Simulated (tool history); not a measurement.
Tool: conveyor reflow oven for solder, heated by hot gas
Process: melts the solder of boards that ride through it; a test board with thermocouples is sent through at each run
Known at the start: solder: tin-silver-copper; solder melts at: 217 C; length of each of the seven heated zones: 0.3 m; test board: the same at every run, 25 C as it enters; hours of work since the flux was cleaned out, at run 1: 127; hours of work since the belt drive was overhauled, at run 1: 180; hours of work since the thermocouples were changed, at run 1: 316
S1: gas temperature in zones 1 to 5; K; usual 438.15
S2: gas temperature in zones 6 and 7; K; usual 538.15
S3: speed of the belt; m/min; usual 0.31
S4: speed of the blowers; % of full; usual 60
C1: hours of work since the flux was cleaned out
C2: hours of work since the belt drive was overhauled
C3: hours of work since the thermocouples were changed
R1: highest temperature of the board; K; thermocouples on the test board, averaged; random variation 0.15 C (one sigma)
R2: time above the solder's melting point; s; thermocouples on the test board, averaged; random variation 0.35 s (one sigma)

| run | hour | S1 | S2 | S3 | S4 | C1 | C2 | C3 | R1 | R2 |
|---|---|---|---|---|---|---|---|---|---|---|
| 1 | 0 | 438.15 | 538.15 | 0.31 | 60 | 127 | 180 | 316 | 524.15 | 82.4 |
| 2 | 13.8 | 438.15 | 538.15 | 0.31 | 60 | 134 | 187 | 324 | 523.85 | 81.8 |
| 3 | 24.3 | 438.15 | 538.15 | 0.31 | 60 | 140 | 193 | 329 | 524.05 | 82.7 |
| 4 | 41.1 | 438.15 | 538.15 | 0.31 | 60 | 149 | 202 | 339 | 523.65 | 82.3 |
| 5 | 50.8 | 438.15 | 538.15 | 0.31 | 60 | 155 | 207 | 344 | 523.95 | 82.7 |
| 6 | 60.1 | 438.15 | 538.15 | 0.31 | 60 | 160 | 212 | 349 | 524.05 | 82.3 |
| 7 | 73.4 | 438.15 | 538.15 | 0.31 | 60 | 167 | 220 | 356 | 523.85 | 81.6 |
| 8 | 83.1 | 438.15 | 538.15 | 0.31 | 60 | 172 | 225 | 362 | 524.05 | 82.3 |
| 9 | 99.5 | 438.15 | 538.15 | 0.31 | 60 | 181 | 234 | 371 | 523.95 | 82.9 |
| 10 | 120 | 438.15 | 538.15 | 0.31 | 60 | 193 | 245 | 382 | 523.85 | 82.6 |
| 11 | 140.2 | 438.15 | 538.15 | 0.31 | 60 | 204 | 256 | 393 | 524.05 | 82 |
| 12 | 156.4 | 438.15 | 538.15 | 0.31 | 60 | 213 | 265 | 402 | 523.85 | 81.8 |
| 13 | 170 | 438.15 | 538.15 | 0.31 | 60 | 220 | 273 | 409 | 523.75 | 82.6 |
| 14 | 187.5 | 438.15 | 538.15 | 0.31 | 60 | 230 | 282 | 419 | 523.85 | 81.9 |
| 15 | 199.3 | 438.15 | 538.15 | 0.31 | 60 | 236 | 289 | 425 | 524.25 | 82 |
| 16 | 213.3 | 428.15 | 528.15 | 0.305 | 77 | 244 | 296 | 433 | 517.85 | 74 |
| 17 | 234.2 | 440.15 | 538.15 | 0.278 | 66 | 255 | 308 | 444 | 528.55 | 100.2 |
|  | 239.4 | belt drive overhauled, speed set with a stopwatch |
|  | 253.8 | flux residue cleaned out of gas plates and filters |
| 18 | 263.1 | 443.15 | 538.15 | 0.31 | 60 | 5 | 10 | 455 | 525.35 | 86.8 |
| 19 | 280.7 | 438.15 | 546.15 | 0.31 | 60 | 15 | 20 | 465 | 532.15 | 90.4 |
| 20 | 299 | 438.15 | 538.15 | 0.31 | 66 | 25 | 30 | 475 | 526.15 | 85.9 |
| 21 | 310.9 | 438.15 | 538.15 | 0.31 | 66 | 31 | 36 | 481 | 526.05 | 85.9 |
| 22 | 321.6 | 436.15 | 538.15 | 0.31 | 55 | 37 | 42 | 487 | 523.05 | 79.5 |
| 23 | 331.4 | 440.15 | 538.15 | 0.324 | 61 | 42 | 48 | 493 | 523.75 | 79.6 |
| 24 | 345.7 | 451.15 | 527.15 | 0.31 | 60 | 50 | 55 | 500 | 516.35 | 80.9 |
|  | 359.4 | belt drive overhauled, speed set with a stopwatch, once more |
| 25 | 366.7 | 428.15 | 543.15 | 0.366 | 88 | 60 | 4 | 510 | 529.05 | 70.4 |
| 26 | 375.9 | 438.15 | 538.15 | 0.31 | 80 | 65 | 9 | 515 | 528.75 | 89.3 |
| 27 | 393 | 438.15 | 534.15 | 0.31 | 67 | 74 | 18 | 524 | 522.25 | 81.4 |
| 28 | 413.8 | 440.15 | 538.15 | 0.31 | 67 | 85 | 30 | 535 | 526.05 | 86.2 |
| 29 | 433.4 | 440.15 | 538.15 | 0.324 | 66 | 96 | 41 | 546 | 525.05 | 80 |
| 30 | 443 | 438.15 | 543.15 | 0.31 | 67 | 101 | 46 | 551 | 530.55 | 89.5 |

Forecast each of these 3 alternatives for the next run:
| A | 455.8 | 445.15 | 538.15 | 0.31 | 55 | 108 | 53 | 558 | ? | ? |
| B | 455.8 | 450.15 | 535.15 | 0.31 | 60 | 108 | 53 | 558 | ? | ? |
| C | 455.8 | 447.15 | 543.15 | 0.31 | 84 | 108 | 53 | 558 | ? | ? |

| run | R1 | R2 |
|---|---|---|
| A | 523.85 | 84.9 |
| B | 523.55 | 88 |
| C | 535.35 | 98.7 |
Without the tool's hidden state the same runs would have given:
| run | R1 | R2 |
|---|---|---|
| A | 523.45 | 84.4 |
| B | 523.05 | 87.5 |
| C | 534.95 | 98.4 |
